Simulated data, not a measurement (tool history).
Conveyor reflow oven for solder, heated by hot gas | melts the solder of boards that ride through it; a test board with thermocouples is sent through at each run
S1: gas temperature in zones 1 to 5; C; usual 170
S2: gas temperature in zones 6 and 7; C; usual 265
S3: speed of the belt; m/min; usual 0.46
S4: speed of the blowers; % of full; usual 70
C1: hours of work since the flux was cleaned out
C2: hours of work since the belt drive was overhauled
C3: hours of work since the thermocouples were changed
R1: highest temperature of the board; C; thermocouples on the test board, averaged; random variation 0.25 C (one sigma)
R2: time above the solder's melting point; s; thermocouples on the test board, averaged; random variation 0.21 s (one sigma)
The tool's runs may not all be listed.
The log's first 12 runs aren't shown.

run	hour	S1	S2	S3	S4	C1	C2	C3	R1	R2
13	760.7	170	265	0.495	70	239	95	698	248.1	49.1
14	841.8	170	265	0.495	70	295	151	755	247.2	49.4
# hour 867: flux residue cleaned out of gas plates and filters
15	929.4	170	265	0.495	70	43	208	812	248.1	50.3
16	990.4	170	265	0.495	70	85	251	854	247.9	50.5
# hour 1053.9: thermocouples of zones 6 and 7 changed
17	1053.9	170	265	0.495	70	128	293	0	248.9	50.8
18	1122.4	156	265	0.473	62	176	341	47	244.8	45.2
19	1179	170	265	0.393	70	215	380	87	255.1	71.2
20	1245.9	170	265	0.491	70	261	426	133	248.5	50.9
21	1290.8	178	262	0.391	79	292	457	164	254.3	75.9
# hour 1321: flux residue cleaned out of gas plates and filters
22	1388.5	178	262	0.391	79	47	522	228	254.4	76.1
23	1435.2	178	262	0.391	79	79	554	261	254.7	75.7
24	1518.2	178	262	0.391	79	137	612	318	254.2	75.6
25	1599.4	178	262	0.391	79	193	668	375	254.4	75.8
26	1652.9	169	279	0.391	79	230	705	412	268.9	80.7
27	1724.6	169	279	0.391	79	280	755	461	269.2	80.5
# hour 1767.5: flux residue cleaned out of gas plates and filters
28	1792.3	169	277	0.391	79	17	798	505	267.6	80.1
# hour 1804.2: belt drive overhauled, speed set with a stopwatch
29	1840.8	182	261	0.474	70	48	25	536	248.2	57.5
30	1909.5	181	256	0.421	70	96	73	583	246.1	63.8

3 ways to go on from here, each from the tool as it stands after run 30. What would each give?
A	1968.9	181	262	0.421	51	137	114	624	?	?
B	1968.9	181	256	0.421	64	137	114	624	?	?
C	1968.9	170	260	0.46	70	137	114	624	?	?

run	R1	R2
A	246.3	61.1
B	244.3	62
C	244.9	52.6
Without the tool's hidden state the same runs would have given:
run	R1	R2
A	247.6	62.2
B	245.7	63.3
C	246.4	53.9
